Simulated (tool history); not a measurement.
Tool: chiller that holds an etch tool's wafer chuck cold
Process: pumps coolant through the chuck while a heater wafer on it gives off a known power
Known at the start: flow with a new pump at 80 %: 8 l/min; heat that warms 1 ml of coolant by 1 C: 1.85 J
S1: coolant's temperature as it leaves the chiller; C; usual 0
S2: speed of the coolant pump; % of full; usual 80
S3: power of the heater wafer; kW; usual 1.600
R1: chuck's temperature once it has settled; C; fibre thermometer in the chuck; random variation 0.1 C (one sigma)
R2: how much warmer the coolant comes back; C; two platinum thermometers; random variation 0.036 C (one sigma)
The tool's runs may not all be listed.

Run 1, hour 0.0: usual settings. Result: R1 13.4 C, R2 6.47 C.
Run 2, hour 34.0: usual settings but S3 1.796 kW. Result: R1 14.9 C, R2 7.27 C.
Run 3, hour 63.2: usual settings but S1 -8 C. Result: R1 5.6 C, R2 6.44 C.
Run 4, hour 100.7: usual settings. Result: R1 13.6 C, R2 6.45 C.
Run 5, hour 129.2: usual settings but S2 67 % of full. Result: R1 15.9 C, R2 7.88 C.
Run 6, hour 157.9: usual settings but S2 67 % of full. Result: R1 16.1 C, R2 7.86 C.
At hour 160.8: chiller's thermometer calibrated.
Run 7, hour 192.7: usual settings but S2 67 % of full. Result: R1 16.4 C, R2 7.88 C.
Run 8, hour 223.5: usual settings but S2 67 % of full. Result: R1 16.7 C, R2 7.93 C.
Run 9, hour 249.4: usual settings but S1 -2 C. Result: R1 12.1 C, R2 6.42 C.
Run 10, hour 287.0: usual settings but S1 -2 C. Result: R1 12.1 C, R2 6.46 C.
Run 11, hour 315.1: usual settings but S1 -2 C. Result: R1 12.3 C, R2 6.46 C.
Run 12, hour 351.5: usual settings but S1 -2 C. Result: R1 12.1 C, R2 6.47 C.
Run 13, hour 374.6: usual settings but S1 10 C, S2 65 % of full. Result: R1 27.3 C, R2 8.19 C.
Run 14, hour 397.3: usual settings but S1 10 C, S2 65 % of full. Result: R1 27.4 C, R2 8.17 C.
Run 15, hour 418.9: usual settings but S1 -3 C, S2 81 % of full, S3 0.939 kW. Result: R1 5.1 C, R2 3.75 C.
Run 16, hour 436.6: usual settings but S1 -3 C, S2 71 % of full, S3 0.818 kW. Result: R1 5.0 C, R2 3.77 C.
Run 17, hour 463.2: usual settings but S1 -3 C, S2 71 % of full, S3 0.818 kW. Result: R1 5.2 C, R2 3.82 C.
Run 18, hour 504.4: usual settings but S1 -2 C, S2 68 % of full. Result: R1 14.6 C, R2 7.78 C.
Run 19, hour 531.1: usual settings but S1 7 C, S2 95 % of full, S3 1.545 kW. Result: R1 18.7 C, R2 5.13 C.
Run 20, hour 573.5: usual settings but S1 -3 C. Result: R1 11.4 C, R2 6.46 C.
Run 21, hour 593.8: usual settings but S1 -3 C. Result: R1 11.2 C, R2 6.58 C.
Run 22, hour 634.1: usual settings but S1 -3 C. Result: R1 11.3 C, R2 6.52 C.
Run 23, hour 669.9: usual settings but S1 -3 C. Result: R1 11.3 C, R2 6.50 C.

Forecast each of these 3 alternatives for the next run:
Run A, hour 704.6: usual settings but S3 1.964 kW. Result: R1 ?, R2 ?.
Run B, hour 704.6: usual settings but S1 1 C, S2 70 % of full, S3 1.217 kW. Result: R1 ?, R2 ?.
Run C, hour 704.6: usual settings but S1 -5 C, S3 2.206 kW. Result: R1 ?, R2 ?.

run    R1    R2
  A  17.7  8.08
  B  13.4  5.79
  C  15.1  9.05
Without the tool's hidden state the same runs would have given:
run    R1    R2
  A  15.5  8.01
  B  11.9  5.74
  C  12.6  8.97

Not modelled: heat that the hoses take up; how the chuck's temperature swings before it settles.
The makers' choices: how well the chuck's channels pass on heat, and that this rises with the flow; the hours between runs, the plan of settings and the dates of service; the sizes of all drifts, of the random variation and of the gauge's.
